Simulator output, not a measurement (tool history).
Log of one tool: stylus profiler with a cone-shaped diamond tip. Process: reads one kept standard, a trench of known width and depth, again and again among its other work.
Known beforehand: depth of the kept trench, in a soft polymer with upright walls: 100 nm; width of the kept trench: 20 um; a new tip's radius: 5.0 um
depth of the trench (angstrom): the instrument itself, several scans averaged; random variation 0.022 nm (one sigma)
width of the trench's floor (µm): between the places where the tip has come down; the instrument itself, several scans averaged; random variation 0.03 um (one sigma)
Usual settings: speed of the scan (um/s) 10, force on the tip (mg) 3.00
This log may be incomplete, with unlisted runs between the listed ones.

run   hour  speed of the scan (um/s)  force on the tip (mg)  depth of the trench (angstrom)  width of the trench's floor (µm)
  1    0.0                        10                   3.00                          1020.3                             17.97
  2   12.5                        10                   3.00                          1019.8                             18.02
  3   33.1                        13                   3.00                          1019.8                             17.98
  4   46.4                        10                   1.62                          1014.1                             18.04
  5   59.5                        10                   3.00                          1020.2                             17.92
  6   75.8                        10                   3.00                          1020.2                             17.96
  7   88.4                        10                   3.00                          1020.1                             18.00
  8  105.4                        10                   3.00                          1020.1                             18.03
  9  126.4                        10                   3.00                          1020.1                             17.88
 10  136.7                        10                   2.60                          1018.4                             17.98
 11  155.2                        10                   1.77                          1014.2                             17.97
 12  175.5                        27                   1.77                          1014.4                             17.94
 13  185.9                        27                   1.77                          1014.3                             17.96
 14  198.5                        25                   1.77                          1014.5                             17.90
 15  208.8                        25                   1.05                          1011.1                             17.87
 16  225.1                        10                   1.78                          1014.5                             17.89
 17  246.0                        10                   1.78                          1014.4                             17.99
 18  264.7                        10                   1.78                          1014.8                             17.97
 19  282.3                        10                   4.58                          1026.6                             17.93
 20  291.0                        10                   4.58                          1026.8                             17.99
 21  305.0                         5                   3.00                          1020.1                             17.95
 22  315.7                         7                   1.10                          1010.9                             17.93
 23  329.7                        19                   2.33                          1017.5                             17.93
 24  343.0                        18                   1.47                          1013.2                             17.90
 25  354.3                        18                   1.47                          1013.2                             17.86
 26  373.3                        28                   2.16                          1016.8                             17.87
 27  385.2                        20                   1.00                          1010.5                             17.79
 28  406.6                        15                   1.67                          1014.5                             17.89
 29  422.0                        18                   3.57                          1023.2                             17.81
 30  436.5                         5                   6.73                          1034.8                             17.91
 31  457.4                         5                   6.73                          1034.7                             17.90
 32  473.1                         5                   6.73                          1034.8                             17.90
 33  487.2                        10                   2.80                          1019.7                             17.87
 34  508.0                         4                   1.79                          1015.0                             17.87
 35  526.2                         2                   1.08                          1010.9                             17.88
 36  542.9                         2                   1.08                          1011.2                             17.82
 37  554.6                         4                   8.05                          1039.1                             17.87
 38  564.7                         4                   8.05                          1039.2                             17.92
 39  581.5                         4                   2.43                          1017.9                             17.83
 40  598.8                         4                   1.60                          1014.4                             17.82
 41  616.4                         4                   1.62                          1014.6                             17.78
 42  631.2                         4                   1.62                          1014.3                             17.86

4 options for the next run, each taken on its own from the tool as it stands now. Forecast them:
  A  650.2                        12                   1.70                               ?                                 ?
  B  650.2                        11                   3.31                               ?                                 ?
  C  650.2                        28                   6.95                               ?                                 ?
  D  650.2                         3                   1.62                               ?                                 ?

run  depth of the trench (angstrom)  width of the trench's floor (µm)
  A                          1015.1                             17.82
  B                          1022.0                             17.80
  C                          1035.6                             17.92
  D                          1014.5                             17.89
The same runs, with their run-to-run variation unchanged, on a tool lacking any hidden condition would have given:
run  depth of the trench (angstrom)  width of the trench's floor (µm)
  A                          1013.6                             17.97
  B                          1020.6                             17.95
  C                          1034.2                             18.07
  D                          1013.1                             18.04
